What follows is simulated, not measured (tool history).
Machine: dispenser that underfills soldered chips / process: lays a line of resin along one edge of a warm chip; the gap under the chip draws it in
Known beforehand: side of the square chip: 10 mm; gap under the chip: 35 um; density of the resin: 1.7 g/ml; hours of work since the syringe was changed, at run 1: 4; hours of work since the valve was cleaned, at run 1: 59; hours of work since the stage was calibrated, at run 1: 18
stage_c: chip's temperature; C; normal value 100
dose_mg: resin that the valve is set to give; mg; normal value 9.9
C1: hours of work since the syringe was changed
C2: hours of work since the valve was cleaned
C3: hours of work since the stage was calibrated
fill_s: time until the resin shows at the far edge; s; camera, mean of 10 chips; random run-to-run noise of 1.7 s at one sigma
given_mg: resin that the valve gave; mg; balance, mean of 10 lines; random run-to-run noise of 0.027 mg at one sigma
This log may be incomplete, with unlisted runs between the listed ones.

Run 1, hour 0: usual settings; C1 4; C2 59; C3 18. Result: fill_s 214.4 s, given_mg 9.58 mg.
At hour 7.2: new syringe of resin.
Run 2, hour 8.4: usual settings but dose_mg 9.49 mg; C1 1; C2 65; C3 24. Result: fill_s 186.5 s, given_mg 9.19 mg.
At hour 18.9: new syringe of resin.
Run 3, hour 21.1: usual settings but dose_mg 9.49 mg; C1 2; C2 74; C3 34. Result: fill_s 191.3 s, given_mg 9.14 mg.
Run 4, hour 28.9: usual settings but dose_mg 9.49 mg; C1 8; C2 81; C3 40. Result: fill_s 281.7 s, given_mg 9.08 mg.
At hour 30.8: new syringe of resin.
Run 5, hour 37.7: usual settings; C1 5; C2 87; C3 46. Result: fill_s 241.9 s, given_mg 9.43 mg.
At hour 42.7: new syringe of resin.
Run 6, hour 53.2: usual settings; C1 8; C2 99; C3 58. Result: fill_s 284.1 s, given_mg 9.36 mg.
At hour 55.1: new syringe of resin.
At hour 67.2: new syringe of resin.
Run 7, hour 68.2: usual settings; C1 1; C2 110; C3 69. Result: fill_s 185.6 s, given_mg 9.33 mg.
At hour 73.3: dispensing valve cleaned and set on the balance.
At hour 80.4: new syringe of resin.
Run 8, hour 83.8: usual settings but stage_c 112 C; C1 3; C2 8; C3 80. Result: fill_s 121 s, given_mg 9.87 mg.
At hour 92.7: new syringe of resin.
Run 9, hour 94.6: usual settings but stage_c 112 C; C1 1; C2 16; C3 88. Result: fill_s 115.4 s, given_mg 9.83 mg.
At hour 105.6: new syringe of resin.
Run 10, hour 106.2: usual settings but stage_c 105 C; C1 0; C2 25; C3 97. Result: fill_s 145.9 s, given_mg 9.79 mg.
Run 11, hour 115.2: usual settings but stage_c 105 C; C1 7; C2 32; C3 104. Result: fill_s 220.1 s, given_mg 9.71 mg.
At hour 117.7: new syringe of resin.
Run 12, hour 127.6: usual settings; C1 8; C2 41; C3 113. Result: fill_s 280.6 s, given_mg 9.74 mg.
At hour 129.4: new syringe of resin.
Run 13, hour 135.7: usual settings; C1 5; C2 47; C3 119. Result: fill_s 240.3 s, given_mg 9.64 mg.
At hour 141.4: new syringe of resin.
Run 14, hour 145.9: usual settings; C1 3; C2 55; C3 127. Result: fill_s 217 s, given_mg 9.61 mg.
At hour 153.2: new syringe of resin.
Run 15, hour 159: usual settings; C1 5; C2 65; C3 137. Result: fill_s 236.9 s, given_mg 9.58 mg.
At hour 165: new syringe of resin.
Run 16, hour 168: usual settings; C1 2; C2 71; C3 144. Result: fill_s 208.3 s, given_mg 9.58 mg.
At hour 177: new syringe of resin.
Run 17, hour 184.4: usual settings; C1 6; C2 84; C3 156. Result: fill_s 248.8 s, given_mg 9.52 mg.
At hour 189.9: new syringe of resin.
Run 18, hour 195.9: usual settings; C1 5; C2 93; C3 165. Result: fill_s 234.2 s, given_mg 9.43 mg.
At hour 202.6: new syringe of resin.
Run 19, hour 211.7: usual settings but stage_c 86 C, dose_mg 12.84 mg; C1 7; C2 105; C3 177. Result: fill_s 522 s, given_mg 12.18 mg.
At hour 215.1: new syringe of resin.
Run 20, hour 221.8: usual settings but stage_c 91 C, dose_mg 8.79 mg; C1 5; C2 112; C3 184. Result: fill_s 372.3 s, given_mg 8.3 mg.
At hour 223.7: dispensing valve cleaned and set on the balance.
At hour 228.5: new syringe of resin.
At hour 240.2: new syringe of resin.
Run 21, hour 240.2: usual settings but stage_c 91 C, dose_mg 8.79 mg; C1 0; C2 12; C3 198. Result: fill_s 276.8 s, given_mg 8.73 mg.
At hour 252.2: new syringe of resin.
Run 22, hour 253.5: usual settings but dose_mg 9.48 mg; C1 1; C2 22; C3 208. Result: fill_s 191.5 s, given_mg 9.37 mg.
At hour 264.7: new syringe of resin.
Run 23, hour 265.6: usual settings but dose_mg 9.48 mg; C1 1; C2 32; C3 217. Result: fill_s 187.6 s, given_mg 9.35 mg.
At hour 276.8: new syringe of resin.
Run 24, hour 278.1: usual settings but dose_mg 9.48 mg; C1 1; C2 41; C3 226. Result: fill_s 198.6 s, given_mg 9.31 mg.
At hour 288.6: new syringe of resin.
Run 25, hour 288.6: usual settings but stage_c 98 C, dose_mg 9.48 mg; C1 0; C2 49; C3 234. Result: fill_s 198.5 s, given_mg 9.31 mg.
At hour 300.3: new syringe of resin.
Run 26, hour 304.9: usual settings but stage_c 86 C, dose_mg 9.82 mg; C1 4; C2 61; C3 246. Result: fill_s 432.9 s, given_mg 9.54 mg.
At hour 312.2: new syringe of resin.
Run 27, hour 318.4: usual settings but stage_c 91 C, dose_mg 10.06 mg; C1 5; C2 71; C3 257. Result: fill_s 372.9 s, given_mg 9.71 mg.
At hour 324.9: new syringe of resin.
Run 28, hour 331: usual settings but stage_c 91 C, dose_mg 12.88 mg; C1 5; C2 81; C3 266. Result: fill_s 363.9 s, given_mg 12.4 mg.
At hour 336.9: new syringe of resin.
Run 29, hour 339.8: usual settings but stage_c 91 C, dose_mg 12.88 mg; C1 2; C2 88; C3 273. Result: fill_s 314.7 s, given_mg 12.31 mg.
At hour 348.6: new syringe of resin.
Run 30, hour 350.5: usual settings but stage_c 91 C, dose_mg 12.88 mg; C1 1; C2 96; C3 281. Result: fill_s 303.1 s, given_mg 12.26 mg.
At hour 360.8: new syringe of resin.
Run 31, hour 366: usual settings but stage_c 103 C, dose_mg 11.08 mg; C1 4; C2 107; C3 293. Result: fill_s 206.4 s, given_mg 10.44 mg.
At hour 372.8: new syringe of resin.
At hour 374.7: dispensing valve cleaned and set on the balance.
Run 32, hour 379.1: usual settings but stage_c 90 C; C1 4; C2 3; C3 302. Result: fill_s 386.3 s, given_mg 9.86 mg.
At hour 386.1: new syringe of resin.
Run 33, hour 393.9: usual settings but stage_c 90 C; C1 6; C2 15; C3 313. Result: fill_s 422.8 s, given_mg 9.82 mg.
At hour 398.9: new syringe of resin.
Run 34, hour 404.5: usual settings but stage_c 90 C; C1 4; C2 23; C3 321. Result: fill_s 377 s, given_mg 9.82 mg.
At hour 410.7: new syringe of resin.
Run 35, hour 414.2: usual settings but stage_c 88 C, dose_mg 9.88 mg; C1 3; C2 30; C3 328. Result: fill_s 377.3 s, given_mg 9.74 mg.

Run by run, hidden condition taken away, random variation retained:
Hidden state at play: resin's viscosity, % of fresh resin's; dose that the valve gives, % of what is set; true chip temperature over the reading, C; drift of the gauge itself on fill_s, %; drift of the gauge itself on given_mg, %.
run  fill_s  given_mg
  1     171      9.88
  2   175.2      9.51
  3   170.1      9.51
  4   173.9      9.48
  5   172.6      9.88
  6     172      9.87
  7   172.7       9.9
  8   103.1      9.91
  9   104.8      9.91
 10   139.7      9.91
 11   138.7      9.87
 12   172.9      9.94
 13   171.8      9.87
 14   170.9      9.88
 15   172.3       9.9
 16   172.5      9.94
 17   169.1      9.93
 18   169.6      9.89
 19   324.3     12.85
 20     256       8.8
 21   260.9      8.77
 22   172.3      9.46
 23   170.8      9.49
 24   172.8       9.5
 25   184.2      9.53
 26   325.3      9.82
 27   258.7     10.06
 28   254.6     12.91
 29   251.9     12.87
 30   253.4     12.87
 31   148.4     11.03
 32   274.5      9.87
 33   264.5      9.89
 34   268.1      9.92
 35   292.3      9.88
